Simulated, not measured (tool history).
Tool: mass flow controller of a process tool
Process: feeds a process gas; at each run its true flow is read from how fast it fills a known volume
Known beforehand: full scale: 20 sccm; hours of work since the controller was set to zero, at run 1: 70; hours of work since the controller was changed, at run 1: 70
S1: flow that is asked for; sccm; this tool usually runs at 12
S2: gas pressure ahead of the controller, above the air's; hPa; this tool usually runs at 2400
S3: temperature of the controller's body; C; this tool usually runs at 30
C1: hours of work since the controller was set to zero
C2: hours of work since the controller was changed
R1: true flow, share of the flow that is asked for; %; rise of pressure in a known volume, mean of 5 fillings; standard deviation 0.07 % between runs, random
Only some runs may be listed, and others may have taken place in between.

run,hour,S1,S2,S3,C1,C2,R1
1,0.0,12,2400,30,70,70,99.40
2,298.1,12,2400,30,283,283,99.42
3,672.5,12,1710,30,550,550,99.61
4,1074.4,12,1710,30,838,838,99.76
5,1273.6,12,1710,30,980,980,99.79
6,1477.0,12,2420,30,1125,1125,99.78
7,1809.5,12,2400,24,1363,1363,100.59
8,2071.0,12,2400,24,1550,1550,100.53
9,2300.1,12,2400,24,1714,1714,100.74
10,2719.5,12,2400,24,2013,2013,100.71
11,2961.3,12,2400,30,2186,2186,100.13
12,3371.2,12,2400,30,2479,2479,100.25
13,3680.2,4,2400,30,2700,2700,100.92
14,4002.8,12,1980,30,2931,2931,100.49
15,4446.9,12,2400,31,3248,3248,100.41
16,4837.8,12,2400,30,3527,3527,100.59
17,5291.8,12,2400,30,3852,3852,100.81
18,5713.5,12,2400,30,4153,4153,100.89
19,6143.3,12,2400,30,4460,4460,100.93
20,6356.8,12,1610,30,4613,4613,101.23
21,6601.8,12,1610,30,4788,4788,101.22
22,6964.8,12,1610,30,5047,5047,101.41
23,7222.6,12,1610,30,5232,5232,101.35
24,7486.7,12,1660,30,5420,5420,101.53
25,7692.1,11,1840,32,5567,5567,101.37
26,8050.4,12,2280,25,5823,5823,102.27
27,8308.7,7,2580,25,6008,6008,102.46
# hour 8334.3: controller's zero set anew
28,8574.9,3,1790,27,172,6198,107.00
29,8934.0,7,2550,30,429,6454,103.29
30,9334.8,6,2400,30,715,6741,103.79
31,9538.8,2,1490,30,861,6887,110.48
32,9842.4,12,1940,26,1078,7104,103.21
33,10031.8,12,1940,26,1213,7239,103.24
# hour 10213.0: controller's zero set anew, once more
34,10326.0,12,1940,26,81,7449,101.75
35,10601.4,18,2190,25,278,7646,102.08
36,10896.4,4,2310,25,488,7856,102.12
37,11145.9,9,2400,32,667,8035,101.27
38,11365.8,4,2400,32,824,8192,101.41
39,11785.4,2,2050,21,1124,8492,103.70
40,12237.6,2,2050,21,1447,8815,104.06
41,12522.6,17,2340,27,1651,9019,102.35
42,12787.5,17,1520,28,1840,9208,102.30
43,12974.1,4,2590,28,1973,9341,102.59
44,13428.8,4,2400,30,2298,9666,102.66
45,13748.2,9,2130,32,2527,9895,102.05
46,13940.0,9,2130,32,2664,10032,102.19
47,14276.4,9,2130,32,2904,10272,102.19

Alternative continuations, all from the tool just after run 47; predict every row:
A,14499.1,8,2130,32,3063,10431,?
B,14499.1,2,1790,32,3063,10431,?
C,14499.1,12,2170,30,3063,10431,?

run,R1
A,102.29
B,104.49
C,102.44
Stripped of hidden state, with their random variation kept, the same runs would have yielded:
run,R1
A,98.75
B,98.58
C,99.16
